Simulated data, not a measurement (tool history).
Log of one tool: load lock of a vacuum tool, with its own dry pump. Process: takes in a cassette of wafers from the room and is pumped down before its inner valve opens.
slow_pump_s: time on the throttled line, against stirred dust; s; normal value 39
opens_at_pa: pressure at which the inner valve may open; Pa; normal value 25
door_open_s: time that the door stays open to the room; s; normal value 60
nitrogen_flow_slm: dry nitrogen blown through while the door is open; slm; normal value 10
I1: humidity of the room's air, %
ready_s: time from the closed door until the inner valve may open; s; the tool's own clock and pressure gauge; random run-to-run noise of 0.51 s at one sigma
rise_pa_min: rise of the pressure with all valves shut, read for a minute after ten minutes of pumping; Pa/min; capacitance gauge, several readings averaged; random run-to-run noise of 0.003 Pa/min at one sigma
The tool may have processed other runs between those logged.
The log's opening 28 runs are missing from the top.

{"run": 29, "hour": 4023.1, "slow_pump_s": 33, "opens_at_pa": 25, "door_open_s": 60, "nitrogen_flow_slm": 11, "I1": 46.3, "ready_s": 67.5, "rise_pa_min": 0.211}
{"run": 30, "hour": 4153.6, "slow_pump_s": 33, "opens_at_pa": 25, "door_open_s": 60, "nitrogen_flow_slm": 11, "I1": 43.0, "ready_s": 67.9, "rise_pa_min": 0.209}
{"run": 31, "hour": 4252.5, "slow_pump_s": 39, "opens_at_pa": 25, "door_open_s": 194, "nitrogen_flow_slm": 10, "I1": 48.4, "ready_s": 73.3, "rise_pa_min": 0.245}
{"run": 32, "hour": 4423.8, "slow_pump_s": 39, "opens_at_pa": 25, "door_open_s": 115, "nitrogen_flow_slm": 16, "I1": 44.8, "ready_s": 71.6, "rise_pa_min": 0.232}
{"run": 33, "hour": 4625.5, "slow_pump_s": 39, "opens_at_pa": 25, "door_open_s": 115, "nitrogen_flow_slm": 16, "I1": 44.2, "ready_s": 72.3, "rise_pa_min": 0.237}
{"run": 34, "hour": 4717.8, "slow_pump_s": 42, "opens_at_pa": 31, "door_open_s": 26, "nitrogen_flow_slm": 43, "I1": 48.1, "ready_s": 73.0, "rise_pa_min": 0.217}
{"run": 35, "hour": 4909.1, "slow_pump_s": 39, "opens_at_pa": 25, "door_open_s": 143, "nitrogen_flow_slm": 10, "I1": 46.0, "ready_s": 73.0, "rise_pa_min": 0.263}
{"run": 36, "hour": 4999.8, "slow_pump_s": 33, "opens_at_pa": 25, "door_open_s": 84, "nitrogen_flow_slm": 10, "I1": 43.5, "ready_s": 69.0, "rise_pa_min": 0.249}
{"run": 37, "hour": 5144.7, "slow_pump_s": 38, "opens_at_pa": 30, "door_open_s": 84, "nitrogen_flow_slm": 12, "I1": 43.9, "ready_s": 71.0, "rise_pa_min": 0.254}

3 options for the next run, each taken on its own from the tool as it stands now. Forecast them:
{"run": "A", "hour": 5313.7, "slow_pump_s": 39, "opens_at_pa": 25, "door_open_s": 45, "nitrogen_flow_slm": 10, "I1": 43.6, "ready_s": "?", "rise_pa_min": "?"}
{"run": "B", "hour": 5313.7, "slow_pump_s": 38, "opens_at_pa": 30, "door_open_s": 75, "nitrogen_flow_slm": 12, "I1": 44.8, "ready_s": "?", "rise_pa_min": "?"}
{"run": "C", "hour": 5313.7, "slow_pump_s": 65, "opens_at_pa": 24, "door_open_s": 29, "nitrogen_flow_slm": 10, "I1": 43.7, "ready_s": "?", "rise_pa_min": "?"}

run=A ready_s=73.7 rise_pa_min=0.257
run=B ready_s=71.1 rise_pa_min=0.261
run=C ready_s=94.0 rise_pa_min=0.253
Without the tool's hidden state the same runs would have given:
run=A ready_s=68.7 rise_pa_min=0.023
run=B ready_s=66.2 rise_pa_min=0.024
run=C ready_s=89.8 rise_pa_min=0.019
